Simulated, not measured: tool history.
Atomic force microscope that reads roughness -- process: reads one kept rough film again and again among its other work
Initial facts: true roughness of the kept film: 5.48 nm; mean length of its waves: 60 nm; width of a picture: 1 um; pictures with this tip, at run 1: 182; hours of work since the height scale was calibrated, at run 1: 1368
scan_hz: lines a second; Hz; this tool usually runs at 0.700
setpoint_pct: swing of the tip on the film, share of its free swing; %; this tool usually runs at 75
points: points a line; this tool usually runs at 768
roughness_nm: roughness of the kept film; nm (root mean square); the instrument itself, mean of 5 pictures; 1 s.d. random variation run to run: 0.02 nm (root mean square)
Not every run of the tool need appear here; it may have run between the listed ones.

run	hour	scan_hz	setpoint_pct	points	pictures with this tip	hours of work since the height scale was calibrated	roughness_nm
1	0.0	0.700	75	768	182	1368	4.748
# hour 10.4: new tip fitted
2	30.0	0.700	75	768	37	1392	4.861
3	75.2	0.700	75	768	122	1427	4.809
# hour 118.5: new tip fitted
4	125.3	0.700	75	768	13	1467	4.914
5	184.0	0.700	75	768	124	1513	4.758
# hour 225.3: new tip fitted
6	253.2	0.700	75	768	53	1567	4.854
7	293.4	0.700	75	768	129	1599	4.804
# hour 332.9: new tip fitted
8	361.2	0.700	75	768	54	1652	4.847
9	396.9	1.965	75	768	121	1680	4.422
# hour 443.2: new tip fitted
10	452.9	1.965	75	768	18	1724	4.510
11	512.9	0.700	75	768	132	1771	4.746
# hour 551.7: new tip fitted
12	557.0	0.700	75	768	10	1805	4.870
13	605.7	0.700	75	768	102	1844	4.829
14	653.8	0.700	75	768	193	1882	4.655
# hour 659.5: new tip fitted
15	690.2	0.700	82	768	58	1910	4.743
16	742.1	0.700	75	724	157	1951	4.744
# hour 770.2: new tip fitted
17	783.5	0.700	84	724	25	1983	4.738
# hour 802.8: height scale calibrated on a step standard
18	821.8	0.700	84	724	96	15	4.842
19	851.0	0.700	84	724	151	38	4.692
# hour 880.5: new tip fitted
20	904.3	0.700	84	724	45	80	4.832
21	947.0	0.700	75	712	126	113	4.827
# hour 987.0: new tip fitted
22	996.0	0.590	75	768	17	152	5.080
23	1053.0	0.590	75	768	125	197	4.926
# hour 1098.3: new tip fitted
24	1104.4	0.590	75	768	12	237	5.043
25	1161.4	0.700	75	768	120	282	4.896
26	1195.0	2.424	75	768	183	308	4.325
# hour 1208.2: new tip fitted
27	1225.7	2.424	75	768	33	332	4.496
28	1277.1	0.861	58	619	131	372	4.970
# hour 1319.1: new tip fitted
29	1319.7	1.198	75	329	1	406	4.818
30	1360.5	0.862	87	651	78	438	4.641
31	1401.4	3.024	61	935	156	470	4.628
# hour 1428.3: new tip fitted
32	1455.9	3.024	73	984	52	513	4.384
33	1493.6	3.024	73	984	123	542	4.291
# hour 1535.0: new tip fitted
34	1545.6	3.024	73	984	20	583	4.386
35	1577.6	3.024	73	984	81	608	4.332
36	1638.4	3.024	73	984	196	656	4.204
# hour 1645.4: new tip fitted
37	1671.8	3.024	73	984	50	682	4.365
38	1707.4	3.024	73	984	118	710	4.272
# hour 1755.6: new tip fitted
39	1776.3	3.024	77	425	39	764	4.216
40	1817.2	0.711	68	965	117	796	4.928
# hour 1862.2: new tip fitted
41	1874.0	2.267	79	474	22	841	4.358
42	1924.6	0.700	75	398	118	881	4.843
43	1953.4	1.005	83	288	173	904	4.495
# hour 1969.8: new tip fitted
44	1987.3	1.271	75	341	33	930	4.743
45	2051.9	3.966	78	430	156	981	3.811
# hour 2076.9: new tip fitted
46	2105.3	3.966	78	430	54	1022	3.930
47	2144.9	0.618	65	768	129	1054	4.950
48	2180.3	3.488	81	416	196	1082	3.781
# hour 2187.2: new tip fitted
49	2247.0	1.088	76	918	113	1134	4.682
50	2282.9	1.088	76	918	182	1162	4.606
# hour 2297.7: new tip fitted
51	2323.7	1.088	76	918	49	1194	4.747

Take each entry between the runs: how does the hidden state at the last listed run before it differ from the hidden state at the first listed run after it?
After run 1, before run 2: new tip fitted (hour 10.4)
  radius of the tip, nm: 15 -> 9; height scale over the true one, %: -1.68 -> -1.71
  difference, measured minus the result without the unlogged condition, roughness_nm: -0.302 -> -0.142 nm (root mean square)
After run 3, before run 4: new tip fitted (hour 118.5)
  radius of the tip, nm: 12.8 -> 8.2; height scale over the true one, %: -1.76 -> -1.81
  difference, measured minus the result without the unlogged condition, roughness_nm: -0.251 -> -0.127 nm (root mean square)
After run 5, before run 6: new tip fitted (hour 225.3)
  radius of the tip, nm: 12.8 -> 9.1; height scale over the true one, %: -1.87 -> -1.94
  difference, measured minus the result without the unlogged condition, roughness_nm: -0.253 -> -0.156 nm (root mean square)
After run 7, before run 8: new tip fitted (hour 332.9)
  radius of the tip, nm: 12.1 -> 9.5; height scale over the true one, %: -1.98 -> -2.05
  difference, measured minus the result without the unlogged condition, roughness_nm: -0.242 -> -0.173 nm (root mean square)
After run 9, before run 10: new tip fitted (hour 443.2)
  radius of the tip, nm: 12.2 -> 7.7; height scale over the true one, %: -2.08 -> -2.13
  difference, measured minus the result without the unlogged condition, roughness_nm: -0.230 -> -0.117 nm (root mean square)
After run 11, before run 12: new tip fitted (hour 551.7)
  radius of the tip, nm: 12.4 -> 7.8; height scale over the true one, %: -2.2 -> -2.24
  difference, measured minus the result without the unlogged condition, roughness_nm: -0.258 -> -0.134 nm (root mean square)
After run 14, before run 15: new tip fitted (hour 659.5)
  radius of the tip, nm: 14.7 -> 9.8; height scale over the true one, %: -2.33 -> -2.38
  difference, measured minus the result without the unlogged condition, roughness_nm: -0.324 -> -0.195 nm (root mean square)
After run 16, before run 17: new tip fitted (hour 770.2)
  radius of the tip, nm: 13.9 -> 8.3; height scale over the true one, %: -2.43 -> -2.46
  difference, measured minus the result without the unlogged condition, roughness_nm: -0.312 -> -0.155 nm (root mean square)
After run 17, before run 18: height scale calibrated on a step standard (hour 802.8)
  radius of the tip, nm: 8.3 -> 11.1; height scale over the true one, %: -2.46 -> 0.13
  difference, measured minus the result without the unlogged condition, roughness_nm: -0.155 -> -0.107 nm (root mean square)
After run 19, before run 20: new tip fitted (hour 880.5)
  radius of the tip, nm: 13.4 -> 9.1; height scale over the true one, %: 0.1 -> 0.05
  difference, measured minus the result without the unlogged condition, roughness_nm: -0.168 -> -0.057 nm (root mean square)
After run 21, before run 22: new tip fitted (hour 987.0)
  radius of the tip, nm: 12.9 -> 7.9; height scale over the true one, %: 0.01 -> -0.03
  difference, measured minus the result without the unlogged condition, roughness_nm: -0.164 -> -0.028 nm (root mean square)
After run 23, before run 24: new tip fitted (hour 1098.3)
  radius of the tip, nm: 12.2 -> 7.5; height scale over the true one, %: -0.09 -> -0.14
  difference, measured minus the result without the unlogged condition, roughness_nm: -0.153 -> -0.023 nm (root mean square)
After run 26, before run 27: new tip fitted (hour 1208.2)
  radius of the tip, nm: 15 -> 8.4; height scale over the true one, %: -0.23 -> -0.26
  difference, measured minus the result without the unlogged condition, roughness_nm: -0.209 -> -0.049 nm (root mean square)
After run 28, before run 29: new tip fitted (hour 1319.1)
  radius of the tip, nm: 12.1 -> 7.5; height scale over the true one, %: -0.31 -> -0.35
  difference, measured minus the result without the unlogged condition, roughness_nm: -0.162 -> -0.031 nm (root mean square)
After run 31, before run 32: new tip fitted (hour 1428.3)
  radius of the tip, nm: 13.8 -> 9.6; height scale over the true one, %: -0.43 -> -0.48
  difference, measured minus the result without the unlogged condition, roughness_nm: -0.202 -> -0.086 nm (root mean square)
After run 33, before run 34: new tip fitted (hour 1535.0)
  radius of the tip, nm: 12.5 -> 8.4; height scale over the true one, %: -0.52 -> -0.57
  difference, measured minus the result without the unlogged condition, roughness_nm: -0.158 -> -0.061 nm (root mean square)
After run 36, before run 37: new tip fitted (hour 1645.4)
  radius of the tip, nm: 15.6 -> 9.5; height scale over the true one, %: -0.66 -> -0.7
  difference, measured minus the result without the unlogged condition, roughness_nm: -0.238 -> -0.095 nm (root mean square)
After run 38, before run 39: new tip fitted (hour 1755.6)
  radius of the tip, nm: 12.4 -> 9; height scale over the true one, %: -0.73 -> -0.8
  difference, measured minus the result without the unlogged condition, roughness_nm: -0.166 -> -0.084 nm (root mean square)
After run 40, before run 41: new tip fitted (hour 1862.2)
  radius of the tip, nm: 12.2 -> 8.2; height scale over the true one, %: -0.84 -> -0.9
  difference, measured minus the result without the unlogged condition, roughness_nm: -0.189 -> -0.070 nm (root mean square)
After run 43, before run 44: new tip fitted (hour 1969.8)
  radius of the tip, nm: 14.3 -> 8.4; height scale over the true one, %: -0.98 -> -1.02
  difference, measured minus the result without the unlogged condition, roughness_nm: -0.235 -> -0.089 nm (root mean square)
After run 45, before run 46: new tip fitted (hour 2076.9)
  radius of the tip, nm: 13.5 -> 9.1; height scale over the true one, %: -1.08 -> -1.13
  difference, measured minus the result without the unlogged condition, roughness_nm: -0.186 -> -0.092 nm (root mean square)
After run 48, before run 49: new tip fitted (hour 2187.2)
  radius of the tip, nm: 14.8 -> 12.1; height scale over the true one, %: -1.2 -> -1.27
  difference, measured minus the result without the unlogged condition, roughness_nm: -0.218 -> -0.200 nm (root mean square)
After run 50, before run 51: new tip fitted (hour 2297.7)
  radius of the tip, nm: 15 -> 9.4; height scale over the true one, %: -1.3 -> -1.34
  difference, measured minus the result without the unlogged condition, roughness_nm: -0.276 -> -0.130 nm (root mean square)

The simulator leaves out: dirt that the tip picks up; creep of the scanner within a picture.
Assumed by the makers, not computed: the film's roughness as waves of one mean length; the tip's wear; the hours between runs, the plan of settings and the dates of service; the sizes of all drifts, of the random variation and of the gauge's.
